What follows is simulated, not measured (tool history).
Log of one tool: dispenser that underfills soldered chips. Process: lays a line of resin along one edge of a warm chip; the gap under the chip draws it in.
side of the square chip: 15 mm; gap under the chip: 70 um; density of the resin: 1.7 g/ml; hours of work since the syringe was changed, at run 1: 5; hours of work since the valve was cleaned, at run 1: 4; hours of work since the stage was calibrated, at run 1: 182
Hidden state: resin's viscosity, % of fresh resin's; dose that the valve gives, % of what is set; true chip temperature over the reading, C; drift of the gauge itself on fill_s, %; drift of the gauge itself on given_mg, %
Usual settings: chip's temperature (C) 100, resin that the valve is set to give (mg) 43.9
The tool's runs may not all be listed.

| run | hour | chip's temperature (C) | resin that the valve is set to give (mg) | hours of work since the syringe was changed | hours of work since the valve was cleaned | hours of work since the stage was calibrated | time until the resin shows at the far edge (s) | resin that the valve gave (mg) |
|---|---|---|---|---|---|---|---|---|
| 1 | 0 | 100 | 43.9 | 5 | 4 | 182 | 261 | 43.42 |
|  | 1.3 | new syringe of resin |
|  | 11.3 | new syringe of resin |
| 2 | 11.6 | 100 | 43.9 | 0 | 11 | 189 | 185.2 | 43.02 |
|  | 20.9 | new syringe of resin |
| 3 | 21.3 | 100 | 43.9 | 0 | 17 | 195 | 193.2 | 42.96 |
|  | 30.8 | new syringe of resin |
| 4 | 31.7 | 100 | 43.9 | 1 | 24 | 202 | 191 | 43.02 |
| 5 | 38.9 | 107 | 43.9 | 5 | 29 | 206 | 223.9 | 43.02 |
|  | 41.1 | new syringe of resin |
|  | 50.8 | new syringe of resin |
| 6 | 50.8 | 107 | 43.9 | 0 | 36 | 214 | 150.8 | 42.25 |
| 7 | 56.2 | 100 | 42.6 | 4 | 39 | 217 | 238.4 | 40.95 |
|  | 60.6 | new syringe of resin |
| 8 | 61.9 | 94 | 54.5 | 1 | 43 | 221 | 229 | 52.21 |
| 9 | 67.4 | 94 | 54.5 | 4 | 47 | 224 | 300.2 | 51.96 |
|  | 70.5 | new syringe of resin |
|  | 72.5 | dispensing valve cleaned and set on the balance |
| 10 | 78.3 | 94 | 54.5 | 4 | 4 | 231 | 289 | 53.88 |
|  | 81.6 | new syringe of resin |
| 11 | 87.2 | 109 | 38 | 4 | 9 | 236 | 186.8 | 37.45 |
|  | 91.3 | new syringe of resin |
| 12 | 96.2 | 109 | 52.2 | 3 | 15 | 242 | 177.5 | 51.16 |
|  | 101.8 | new syringe of resin |
| 13 | 102.7 | 88 | 52 | 1 | 19 | 246 | 266.2 | 51.03 |
|  | 111.8 | new syringe of resin |
| 14 | 113.8 | 104 | 43.9 | 1 | 26 | 253 | 179.2 | 42.61 |

Hidden state or all else? Some run-to-run changes of time until the resin shows at the far edge (s), split into what the settings, what came in and random variation would give without the hidden state, and what is left for the hidden state (with any gauge scatter that isn't in both results):
Run 1 -> 2: new syringe of resin, new syringe of resin. time until the resin shows at the far edge (s) -75.8: hidden state -77.3, all else +1.5.
Run 10 -> 11: chip's temperature (C) 94 -> 109, resin that the valve is set to give (mg) 54.5 -> 38, new syringe of resin. time until the resin shows at the far edge (s) -102.2: hidden state -39.2, all else -63.
